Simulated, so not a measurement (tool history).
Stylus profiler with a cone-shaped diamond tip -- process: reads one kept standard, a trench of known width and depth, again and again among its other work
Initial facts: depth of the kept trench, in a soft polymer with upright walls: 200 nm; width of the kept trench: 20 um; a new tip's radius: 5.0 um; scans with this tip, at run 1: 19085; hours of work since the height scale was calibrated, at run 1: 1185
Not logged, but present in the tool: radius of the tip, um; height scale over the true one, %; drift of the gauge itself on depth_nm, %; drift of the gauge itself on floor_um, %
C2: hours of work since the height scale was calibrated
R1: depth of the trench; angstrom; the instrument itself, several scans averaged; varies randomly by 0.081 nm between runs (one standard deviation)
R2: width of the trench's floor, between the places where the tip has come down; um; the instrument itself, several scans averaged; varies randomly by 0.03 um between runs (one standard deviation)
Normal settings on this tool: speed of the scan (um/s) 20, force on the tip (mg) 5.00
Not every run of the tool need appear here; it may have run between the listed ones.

Run 1, hour 0.0: usual settings; scans with this tip 19085; C2 1185. Result: R1 2017.1 angstrom, R2 15.54 um.
Run 2, hour 82.2: usual settings but force on the tip (mg) 1.74; scans with this tip 19393; C2 1236. Result: R1 2002.2 angstrom, R2 15.47 um.
Run 3, hour 149.2: usual settings but force on the tip (mg) 1.74; scans with this tip 19644; C2 1277. Result: R1 2001.8 angstrom, R2 15.52 um.
Run 4, hour 235.1: usual settings but force on the tip (mg) 14.31; scans with this tip 19965; C2 1330. Result: R1 2046.9 angstrom, R2 15.44 um.
Run 5, hour 304.6: usual settings but force on the tip (mg) 14.31; scans with this tip 20225; C2 1373. Result: R1 2048.8 angstrom, R2 15.46 um.
Run 6, hour 380.9: usual settings but speed of the scan (um/s) 25; scans with this tip 20510; C2 1420. Result: R1 2016.4 angstrom, R2 15.40 um.
Run 7, hour 485.7: usual settings; scans with this tip 20903; C2 1484. Result: R1 2015.1 angstrom, R2 15.38 um.
Run 8, hour 580.2: usual settings but speed of the scan (um/s) 71; scans with this tip 21257; C2 1542. Result: R1 2014.9 angstrom, R2 15.25 um.
Run 9, hour 674.9: usual settings; scans with this tip 21611; C2 1600. Result: R1 2014.5 angstrom, R2 15.39 um.
Run 10, hour 793.1: usual settings; scans with this tip 22053; C2 1673. Result: R1 2013.7 angstrom, R2 15.32 um.
Run 11, hour 859.0: usual settings but speed of the scan (um/s) 10; scans with this tip 22300; C2 1714. Result: R1 2013.1 angstrom, R2 15.33 um.
Run 12, hour 942.9: usual settings but speed of the scan (um/s) 23, force on the tip (mg) 8.79; scans with this tip 22614; C2 1765. Result: R1 2027.5 angstrom, R2 15.22 um.
Run 13, hour 1060.6: usual settings but speed of the scan (um/s) 45, force on the tip (mg) 14.68; scans with this tip 23054; C2 1837. Result: R1 2042.9 angstrom, R2 15.28 um.

Run 14 comes next. What will it give?
Run 14, hour 1160.4: usual settings but speed of the scan (um/s) 13, force on the tip (mg) 2.77; scans with this tip 23428; C2 1899. Result: R1 ?, R2 ?.

{"run 14": {"R1": 2001.8, "R2": 15.26}}
If the tool had no hidden condition, the same run with the same run-to-run variation would have returned R1 2021.0 angstrom, R2 17.18 um.
